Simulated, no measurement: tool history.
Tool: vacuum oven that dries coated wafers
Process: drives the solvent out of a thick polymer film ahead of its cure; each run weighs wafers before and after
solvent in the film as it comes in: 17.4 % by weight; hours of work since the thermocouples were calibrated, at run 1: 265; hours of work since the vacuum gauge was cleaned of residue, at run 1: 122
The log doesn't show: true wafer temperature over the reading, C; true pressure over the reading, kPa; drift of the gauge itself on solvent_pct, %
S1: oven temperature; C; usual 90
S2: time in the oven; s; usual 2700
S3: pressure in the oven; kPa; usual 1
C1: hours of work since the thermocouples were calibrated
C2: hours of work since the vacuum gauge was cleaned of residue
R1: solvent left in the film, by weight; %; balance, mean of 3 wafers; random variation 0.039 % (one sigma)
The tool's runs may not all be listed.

| run | hour | S1 | S2 | S3 | C1 | C2 | R1 |
|---|---|---|---|---|---|---|---|
| 1 | 0 | 90 | 2700 | 1 | 265 | 122 | 0.95 |
| 2 | 12.8 | 90 | 2700 | 0.52 | 275 | 131 | 0.82 |
| 3 | 21.4 | 90 | 2700 | 1 | 281 | 137 | 1.04 |
| 4 | 30 | 90 | 2700 | 1 | 287 | 143 | 0.99 |
| 5 | 40.9 | 90 | 2700 | 1 | 295 | 151 | 1.03 |
| 6 | 48.9 | 90 | 2700 | 1 | 301 | 157 | 1.1 |
| 7 | 58.2 | 90 | 2700 | 1 | 307 | 164 | 1.05 |
| 8 | 63.7 | 90 | 2700 | 1 | 311 | 168 | 1.01 |
| 9 | 75.6 | 90 | 2700 | 1.07 | 320 | 176 | 1.12 |
| 10 | 85.8 | 90 | 2700 | 1.07 | 327 | 184 | 1.03 |
| 11 | 93.2 | 90 | 2700 | 1.07 | 332 | 189 | 1.07 |
| 12 | 105.4 | 90 | 2700 | 1.07 | 341 | 198 | 1 |
| 13 | 113.4 | 90 | 2700 | 1.07 | 347 | 203 | 1.01 |
| 14 | 120.2 | 90 | 2700 | 0.76 | 352 | 208 | 1.02 |
| 15 | 129.8 | 90 | 2700 | 2.18 | 359 | 215 | 1.39 |
| 16 | 135.7 | 90 | 2700 | 2.18 | 363 | 219 | 1.4 |
| 17 | 144.4 | 90 | 2700 | 2.18 | 369 | 226 | 1.38 |
| 18 | 156.8 | 90 | 2700 | 2.18 | 378 | 235 | 1.47 |
| 19 | 165.4 | 83 | 1920 | 2.18 | 384 | 241 | 3.84 |
| 20 | 171.2 | 83 | 3540 | 2.28 | 389 | 245 | 1.85 |
| 21 | 181.6 | 83 | 3540 | 2.28 | 396 | 252 | 1.83 |
| 22 | 194.6 | 83 | 3540 | 2.28 | 405 | 262 | 1.85 |
| 23 | 200 | 86 | 4800 | 2.28 | 409 | 266 | 1.11 |
| 24 | 208.9 | 91 | 2160 | 1 | 416 | 272 | 1.42 |
| 25 | 217.5 | 105 | 2160 | 3.97 | 422 | 278 | 0.88 |
| 26 | 228.8 | 90 | 2880 | 3.1 | 430 | 286 | 1.61 |
| 27 | 236.4 | 99 | 1920 | 1 | 435 | 292 | 0.83 |
| 28 | 247.7 | 90 | 2100 | 3.92 | 444 | 300 | 2.57 |
| 29 | 260.6 | 89 | 1800 | 1.13 | 453 | 309 | 2.48 |
| 30 | 266.6 | 89 | 1800 | 1.13 | 457 | 314 | 2.41 |
| 31 | 277.6 | 77 | 2700 | 2.79 | 465 | 321 | 4.14 |
| 32 | 287 | 90 | 3300 | 1.12 | 472 | 328 | 0.85 |

The same runs without the tool's hidden state, with the same run-to-run variation:
| run | R1 |
|---|---|
| 1 | 0.91 |
| 2 | 0.79 |
| 3 | 1.01 |
| 4 | 0.95 |
| 5 | 0.99 |
| 6 | 1.06 |
| 7 | 1.01 |
| 8 | 0.97 |
| 9 | 1.08 |
| 10 | 0.99 |
| 11 | 1.02 |
| 12 | 0.95 |
| 13 | 0.96 |
| 14 | 0.96 |
| 15 | 1.34 |
| 16 | 1.35 |
| 17 | 1.32 |
| 18 | 1.41 |
| 19 | 3.75 |
| 20 | 1.77 |
| 21 | 1.75 |
| 22 | 1.76 |
| 23 | 1.04 |
| 24 | 1.35 |
| 25 | 0.84 |
| 26 | 1.54 |
| 27 | 0.78 |
| 28 | 2.48 |
| 29 | 2.38 |
| 30 | 2.31 |
| 31 | 4 |
| 32 | 0.78 |
